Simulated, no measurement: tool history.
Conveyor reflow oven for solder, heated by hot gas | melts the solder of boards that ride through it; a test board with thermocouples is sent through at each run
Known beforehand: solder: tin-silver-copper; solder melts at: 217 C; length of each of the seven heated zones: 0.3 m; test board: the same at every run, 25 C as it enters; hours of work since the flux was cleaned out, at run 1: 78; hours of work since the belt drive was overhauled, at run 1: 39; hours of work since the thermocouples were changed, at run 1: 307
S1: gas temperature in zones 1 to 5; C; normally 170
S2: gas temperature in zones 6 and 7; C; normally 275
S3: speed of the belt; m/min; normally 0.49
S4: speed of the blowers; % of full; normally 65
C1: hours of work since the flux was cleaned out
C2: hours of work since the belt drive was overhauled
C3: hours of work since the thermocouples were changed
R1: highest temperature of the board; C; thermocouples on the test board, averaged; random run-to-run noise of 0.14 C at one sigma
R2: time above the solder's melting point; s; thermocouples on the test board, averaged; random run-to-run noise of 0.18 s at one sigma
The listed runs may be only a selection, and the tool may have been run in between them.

| run | hour | S1 | S2 | S3 | S4 | C1 | C2 | C3 | R1 | R2 |
|---|---|---|---|---|---|---|---|---|---|---|
| 1 | 0 | 170 | 275 | 0.49 | 65 | 78 | 39 | 307 | 256.6 | 55.9 |
| 2 | 34.9 | 170 | 275 | 0.49 | 65 | 98 | 58 | 326 | 256.5 | 55.5 |
| 3 | 66.9 | 170 | 275 | 0.49 | 65 | 115 | 76 | 344 | 256.3 | 55.6 |
| 4 | 100 | 170 | 275 | 0.49 | 65 | 134 | 94 | 362 | 256.1 | 55.7 |
| 5 | 131.5 | 170 | 275 | 0.49 | 65 | 151 | 112 | 380 | 256.1 | 55.5 |
| 6 | 154.1 | 170 | 275 | 0.49 | 65 | 164 | 124 | 392 | 256 | 55.6 |
| 7 | 174.8 | 170 | 275 | 0.49 | 51 | 175 | 136 | 404 | 251.1 | 50.9 |
| 8 | 195.3 | 170 | 275 | 0.49 | 68 | 186 | 147 | 415 | 256.8 | 56.4 |
| 9 | 224.4 | 170 | 275 | 0.49 | 68 | 202 | 163 | 431 | 256.8 | 56.4 |
|  | 266.4 | flux residue cleaned out of gas plates and filters |
| 10 | 266.9 | 170 | 275 | 0.49 | 65 | 0 | 184 | 452 | 257.2 | 56.9 |
| 11 | 297 | 163 | 275 | 0.49 | 65 | 17 | 200 | 468 | 256 | 53.6 |
| 12 | 314.7 | 170 | 275 | 0.49 | 65 | 27 | 210 | 478 | 257.6 | 56.6 |
| 13 | 351.3 | 170 | 275 | 0.49 | 65 | 47 | 230 | 499 | 257.3 | 56.6 |
| 14 | 376.2 | 184 | 275 | 0.49 | 65 | 61 | 244 | 512 | 259.7 | 63.1 |
| 15 | 413.7 | 184 | 275 | 0.49 | 65 | 81 | 265 | 533 | 259.7 | 62.8 |
| 16 | 438.2 | 163 | 275 | 0.49 | 84 | 95 | 278 | 547 | 260.8 | 57.6 |
| 17 | 464.1 | 169 | 275 | 0.49 | 53 | 109 | 293 | 561 | 252.6 | 52.3 |
|  | 471 | belt drive overhauled, speed set with a stopwatch |
| 18 | 503.9 | 173 | 277 | 0.49 | 53 | 129 | 18 | 581 | 255.3 | 55.5 |
| 19 | 539.7 | 156 | 288 | 0.49 | 65 | 149 | 38 | 600 | 265.7 | 57.5 |
| 20 | 569.4 | 167 | 287 | 0.49 | 59 | 165 | 54 | 617 | 264.7 | 60 |
| 21 | 585.6 | 177 | 275 | 0.49 | 65 | 174 | 63 | 626 | 258.1 | 59.9 |
| 22 | 601.6 | 170 | 275 | 0.49 | 84 | 183 | 72 | 635 | 261.4 | 60.2 |
| 23 | 622 | 168 | 275 | 0.526 | 83 | 194 | 83 | 646 | 258.7 | 53.5 |
| 24 | 638.7 | 168 | 275 | 0.482 | 65 | 204 | 93 | 655 | 257.3 | 57 |
|  | 677.6 | flux residue cleaned out of gas plates and filters |
| 25 | 677.6 | 170 | 275 | 0.49 | 85 | 0 | 111 | 674 | 263 | 60.9 |
| 26 | 698.2 | 170 | 278 | 0.58 | 65 | 11 | 123 | 685 | 253.7 | 45 |
|  | 710.8 | belt drive overhauled, speed set with a stopwatch, once more |
| 27 | 727.2 | 170 | 278 | 0.58 | 65 | 25 | 9 | 699 | 253.2 | 44.2 |
| 28 | 760.1 | 185 | 275 | 0.416 | 69 | 43 | 27 | 717 | 265.3 | 78.6 |
| 29 | 798.7 | 185 | 274 | 0.412 | 59 | 65 | 49 | 739 | 262.7 | 77.5 |
| 30 | 822.1 | 185 | 274 | 0.412 | 59 | 78 | 61 | 751 | 262.6 | 77.8 |

A few steps of R1 between consecutive runs. Split each: what settings, incoming material and random variation would produce without the hidden state, and what is left over for the hidden state, along with gauge scatter present in only one of the two compared results (measured, and without hidden state):
Hidden conditions of the tool in this case: heat that the gas passes to the board, % of a clean oven's; belt's true speed, % of the reading; true gas temperature in zones 6 and 7 over the reading, C; drift of the gauge itself on peak_c, C; drift of the gauge itself on liquid_s, %.
Run 9 -> 10: S4 68 -> 65, flux residue cleaned out of gas plates and filters. R1 +0.4 C: hidden state +1.4, all else -1.
Run 18 -> 19: S1 173 -> 156, S2 277 -> 288, S4 53 -> 65. R1 +10.4 C: hidden state -0.3, all else +10.7.
Run 24 -> 25: S1 168 -> 170, S3 0.482 -> 0.49, S4 65 -> 85, flux residue cleaned out of gas plates and filters. R1 +5.7 C: hidden state +1.2, all else +4.5.
Run 25 -> 26: S2 275 -> 278, S3 0.49 -> 0.58, S4 85 -> 65. R1 -9.3 C: hidden state +0, all else -9.3.
Run 26 -> 27: belt drive overhauled, speed set with a stopwatch, once more. R1 -0.5 C: hidden state -0.6, all else +0.1.
Run 27 -> 28: S1 170 -> 185, S2 278 -> 275, S3 0.58 -> 0.416, S4 65 -> 69. R1 +12.1 C: hidden state +0.3, all else +11.8.
